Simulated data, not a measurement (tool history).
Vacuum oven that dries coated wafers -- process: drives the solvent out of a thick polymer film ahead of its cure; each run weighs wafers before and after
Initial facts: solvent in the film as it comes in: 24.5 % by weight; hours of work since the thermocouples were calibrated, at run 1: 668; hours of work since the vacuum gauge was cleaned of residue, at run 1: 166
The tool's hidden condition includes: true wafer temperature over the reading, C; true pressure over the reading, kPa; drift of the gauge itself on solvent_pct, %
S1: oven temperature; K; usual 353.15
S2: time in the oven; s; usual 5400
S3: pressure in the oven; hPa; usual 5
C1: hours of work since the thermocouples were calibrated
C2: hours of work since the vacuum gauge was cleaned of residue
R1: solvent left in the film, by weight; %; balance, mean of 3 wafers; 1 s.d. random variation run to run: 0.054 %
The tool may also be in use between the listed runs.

run     day      S1    S2     S3   C1   C2    R1
  1       0  353.15  5400      5  668  166  2.41
  2   0.217  353.15  5400  14.63  670  168  4.11
  3   0.612  353.15  5400   3.13  674  172  2.05
  4   1.154  366.15  5400   3.13  679  178  0.57
  5   1.479  353.15  5400      5  683  181  2.33
  6   1.804  353.15  5400      5  686  184  2.39
  7   2.112  353.15  5400      5  689  187  2.46
  8    2.45  353.15  5400      5  692  191  2.45
  9   2.925  353.15  5400      5  697  196  2.49
 10     3.2  353.15  5400      5  700  198  2.43
 11   3.662  353.15  5400      5  705  203  2.44
 12   4.142  353.15  5400      5  710  208  2.48
 13   4.658  353.15  5400      5  715  213  2.47
 14   5.183  351.15  5400      5  720  218  2.95
 15   5.592  351.15  5400      5  724  223  2.94
      5.692  -- vacuum gauge cleaned of residue and calibrated
 16   6.146  351.15  5400      5  729    5  3.03
 17     6.5  367.15  6900   4.48  733    8  0.54
 18   6.904  363.15  2700   6.26  737   12  3.11
 19   7.383  341.15  8880  17.63  742   17  7.47
 20   7.642  357.15  3000      5  744   20  4.13
 21    8.15  357.15  3000      5  749   25  4.16
 22   8.442  353.15  4800      5  752   28  3.12
      8.621  -- vacuum gauge cleaned of residue and calibrated, once more
 23   8.796  353.15  4800      5  755    2  2.86
 24   9.258  366.15  5400      5  760    6  0.65
 25    9.65  366.15  5400      5  764   10  0.67
 26   9.954  353.15  3720   7.68  767   13  4.66
 27  10.342  362.15  6300   2.94  771   17  0.61
 28  10.642  362.15  6300   2.94  774   20  0.56
 29  11.058  362.15  6300   8.72  778   25  1.38

Here are 3 independent what-if runs from the current tool condition. What would each one return?
  A  11.358  360.15  3540  8.72  781  28   ?
  B  11.358  349.15  5400     5  781  28   ?
  C  11.358  362.15  5460     5  781  28   ?

run    R1
  A  2.73
  B  3.53
  C  0.93
Take away the tool's hidden state, keep each run's random variation, and the runs would have read:
run    R1
  A  2.28
  B  2.94
  C  0.76
